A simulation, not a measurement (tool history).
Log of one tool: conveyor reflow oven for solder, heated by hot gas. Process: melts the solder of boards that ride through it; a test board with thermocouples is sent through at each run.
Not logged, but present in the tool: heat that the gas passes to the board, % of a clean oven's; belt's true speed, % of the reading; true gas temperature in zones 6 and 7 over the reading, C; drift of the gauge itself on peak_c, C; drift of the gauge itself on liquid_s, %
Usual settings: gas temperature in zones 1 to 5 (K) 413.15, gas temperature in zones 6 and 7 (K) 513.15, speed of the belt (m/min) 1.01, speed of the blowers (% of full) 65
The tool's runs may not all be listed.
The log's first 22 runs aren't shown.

run,hour,gas temperature in zones 1 to 5 (K),gas temperature in zones 6 and 7 (K),speed of the belt (m/min),speed of the blowers (% of full),hours of work since the flux was cleaned out,hours of work since the belt drive was overhauled,hours of work since the thermocouples were changed,highest temperature of the board (K),time above the solder's melting point (s)
23,137.9,419.15,514.15,0.84,65,65,133,163,504.05,51.9
24,144.3,419.15,508.15,0.84,60,68,137,167,497.75,49.5
25,150.7,419.15,508.15,0.84,60,72,141,171,497.65,49.58
26,157.1,419.15,508.15,0.84,60,76,144,174,498.05,49.38
27,163.1,405.15,513.15,0.81,65,79,148,178,502.45,49.93
28,168.1,413.15,526.15,1.01,59,82,151,181,507.55,42.84
29,172.6,413.15,505.15,1.1,70,85,153,183,488.25,32.09
30,181.6,413.15,527.15,1.01,70,90,158,188,510.65,43.67

Forecast each of these 4 alternatives for the next run:
A,186.2,415.15,527.15,1.01,70,93,161,191,?,?
B,186.2,410.15,527.15,1.01,70,93,161,191,?,?
C,186.2,413.15,506.15,1.01,77,93,161,191,?,?
D,186.2,400.15,514.15,1.08,70,93,161,191,?,?

run,highest temperature of the board (K),time above the solder's melting point (s)
A,510.75,44.13
B,509.75,42.91
C,492.45,37.31
D,494.25,32.82
With the hidden condition removed and each run's random variation left untouched, the same runs would have given:
run,highest temperature of the board (K),time above the solder's melting point (s)
A,512.35,44.49
B,511.35,43.33
C,493.85,37.99
D,495.95,33.57
